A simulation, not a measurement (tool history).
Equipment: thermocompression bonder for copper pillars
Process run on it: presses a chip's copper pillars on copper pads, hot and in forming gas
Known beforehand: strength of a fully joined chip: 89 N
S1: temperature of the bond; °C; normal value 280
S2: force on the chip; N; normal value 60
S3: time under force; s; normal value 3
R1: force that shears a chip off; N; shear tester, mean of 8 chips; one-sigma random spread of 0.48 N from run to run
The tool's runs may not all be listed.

run   hour   S1  S2  S3    R1
  1      0  280  60   3    52
  2   15.2  280  60   3    53
  3   27.4  280  60   2  46.5
  4   38.3  280  60   2  45.7
  5   51.9  280  60   3  53.3
  6   74.8  280  60   3  53.1
  7   96.3  280  60   3  52.7
     103.7  -- forming gas filter changed
  8  111.1  280  60   3  54.1
  9  128.2  280  60   3    54
 10  148.1  280  60   8  69.8
 11  167.3  280  77   3  60.5
 12  178.6  280  77   3  60.6
 13  192.3  280  60   3  53.3
 14  213.9  280  60   3  53.7
 15  232.7  280  60   5  60.7
 16  245.1  280  88   3  63.4
 17  266.8  280  60   3  53.4
 18  279.3  280  60   3  53.3
 19  292.6  280  60   3  53.2
 20  306.5  280  60   3  52.5
 21  329.5  270  60   8  63.5
 22  344.9  285  43   2  40.3
 23    359  256  60   2    37
 24  380.7  255  60   5  49.5
 25  402.1  255  60   5  49.9
 26  419.9  260  85   4  56.2
     425.6  -- force cell calibrated
 27  440.9  283  61   3  56.3
 28    464  257  89   8  69.2
 29  485.8  295  37   2  41.8
     504.2  -- forming gas filter changed
 30  507.2  295  43   2  46.5
 31  519.7  295  52   3  57.7
 32  529.6  295  52   3  58.2
 33  547.1  254  38   5  40.5
 34  558.5  266  60   2    43
 35  572.7  266  60   2    43
 36    595  256  86   2  47.2
 37  610.7  256  46   4  43.1
 38  622.9  256  46   4  42.7
 39  640.4  280  72   3  59.4

Forecast each of these 3 alternatives for the next run:
  A  661.3  280  80   5   ?
  B  661.3  271  46   3   ?
  C  661.3  280  60   8   ?

run    R1
  A  69.6
  B  44.3
  C  69.9
Had the tool no hidden state, the same runs would have come out as:
run    R1
  A  72.9
  B  47.5
  C  73.2
